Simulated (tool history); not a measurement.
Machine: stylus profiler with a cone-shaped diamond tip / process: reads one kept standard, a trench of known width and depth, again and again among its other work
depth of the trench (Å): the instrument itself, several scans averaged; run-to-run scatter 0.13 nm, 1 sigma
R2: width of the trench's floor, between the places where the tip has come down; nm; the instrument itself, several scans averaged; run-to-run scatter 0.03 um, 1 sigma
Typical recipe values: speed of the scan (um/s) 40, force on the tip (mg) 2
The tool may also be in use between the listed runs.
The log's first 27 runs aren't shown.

{"run": 28, "hour": 416.5, "speed of the scan (um/s)": 12, "force on the tip (mg)": 2.06, "depth of the trench (Å)": 10094.5, "R2": 45660}
{"run": 29, "hour": 430.5, "speed of the scan (um/s)": 12, "force on the tip (mg)": 2.06, "depth of the trench (Å)": 10093.1, "R2": 45620}
{"hour": 432.8, "done": "height scale calibrated on a step standard"}
{"run": 30, "hour": 443.0, "speed of the scan (um/s)": 12, "force on the tip (mg)": 2.06, "depth of the trench (Å)": 10097.2, "R2": 45690}
{"run": 31, "hour": 461.7, "speed of the scan (um/s)": 130, "force on the tip (mg)": 4.5, "depth of the trench (Å)": 10155.1, "R2": 45470}
{"run": 32, "hour": 470.9, "speed of the scan (um/s)": 55, "force on the tip (mg)": 3.35, "depth of the trench (Å)": 10128.8, "R2": 45520}
{"run": 33, "hour": 490.2, "speed of the scan (um/s)": 40, "force on the tip (mg)": 4.02, "depth of the trench (Å)": 10145.1, "R2": 45630}
{"run": 34, "hour": 508.3, "speed of the scan (um/s)": 40, "force on the tip (mg)": 2.15, "depth of the trench (Å)": 10097.2, "R2": 45600}
{"hour": 523.9, "done": "height scale calibrated on a step standard, once more"}
{"run": 35, "hour": 525.0, "speed of the scan (um/s)": 53, "force on the tip (mg)": 2.67, "depth of the trench (Å)": 10104.8, "R2": 45520}
{"run": 36, "hour": 541.5, "speed of the scan (um/s)": 118, "force on the tip (mg)": 2.55, "depth of the trench (Å)": 10099.7, "R2": 45430}
{"run": 37, "hour": 555.0, "speed of the scan (um/s)": 66, "force on the tip (mg)": 3.95, "depth of the trench (Å)": 10133.8, "R2": 45530}
{"run": 38, "hour": 568.0, "speed of the scan (um/s)": 45, "force on the tip (mg)": 3.53, "depth of the trench (Å)": 10128.1, "R2": 45600}
{"run": 39, "hour": 579.0, "speed of the scan (um/s)": 45, "force on the tip (mg)": 3.53, "depth of the trench (Å)": 10124, "R2": 45570}
{"run": 40, "hour": 594.1, "speed of the scan (um/s)": 36, "force on the tip (mg)": 2.96, "depth of the trench (Å)": 10110.6, "R2": 45570}
{"run": 41, "hour": 606.4, "speed of the scan (um/s)": 36, "force on the tip (mg)": 2.96, "depth of the trench (Å)": 10113.9, "R2": 45490}
{"run": 42, "hour": 618.4, "speed of the scan (um/s)": 87, "force on the tip (mg)": 4.86, "depth of the trench (Å)": 10154, "R2": 45540}
{"run": 43, "hour": 627.1, "speed of the scan (um/s)": 87, "force on the tip (mg)": 4.86, "depth of the trench (Å)": 10154.6, "R2": 45510}
{"run": 44, "hour": 645.8, "speed of the scan (um/s)": 98, "force on the tip (mg)": 3.02, "depth of the trench (Å)": 10114.4, "R2": 45390}
{"run": 45, "hour": 658.7, "speed of the scan (um/s)": 98, "force on the tip (mg)": 3.02, "depth of the trench (Å)": 10112, "R2": 45400}
{"run": 46, "hour": 678.5, "speed of the scan (um/s)": 98, "force on the tip (mg)": 3.02, "depth of the trench (Å)": 10111.8, "R2": 45400}

4 ways to go on from here, each from the tool as it stands after run 46. What would each give?
{"run": "A", "hour": 695.9, "speed of the scan (um/s)": 40, "force on the tip (mg)": 5.75, "depth of the trench (Å)": "?", "R2": "?"}
{"run": "B", "hour": 695.9, "speed of the scan (um/s)": 39, "force on the tip (mg)": 3.02, "depth of the trench (Å)": "?", "R2": "?"}
{"run": "C", "hour": 695.9, "speed of the scan (um/s)": 98, "force on the tip (mg)": 0.73, "depth of the trench (Å)": "?", "R2": "?"}
{"run": "D", "hour": 695.9, "speed of the scan (um/s)": 21, "force on the tip (mg)": 3.02, "depth of the trench (Å)": "?", "R2": "?"}

run=A depth_of_the_trench_(Å)=10176.8 R2=45520
run=B depth_of_the_trench_(Å)=10115.6 R2=45570
run=C depth_of_the_trench_(Å)=10042.4 R2=45180
run=D depth_of_the_trench_(Å)=10111.8 R2=45590
Had the tool no hidden state, the same runs would have come out as:
run=A depth_of_the_trench_(Å)=10176.6 R2=45890
run=B depth_of_the_trench_(Å)=10115.4 R2=45940
run=C depth_of_the_trench_(Å)=10042.1 R2=45550
run=D depth_of_the_trench_(Å)=10111.5 R2=45970

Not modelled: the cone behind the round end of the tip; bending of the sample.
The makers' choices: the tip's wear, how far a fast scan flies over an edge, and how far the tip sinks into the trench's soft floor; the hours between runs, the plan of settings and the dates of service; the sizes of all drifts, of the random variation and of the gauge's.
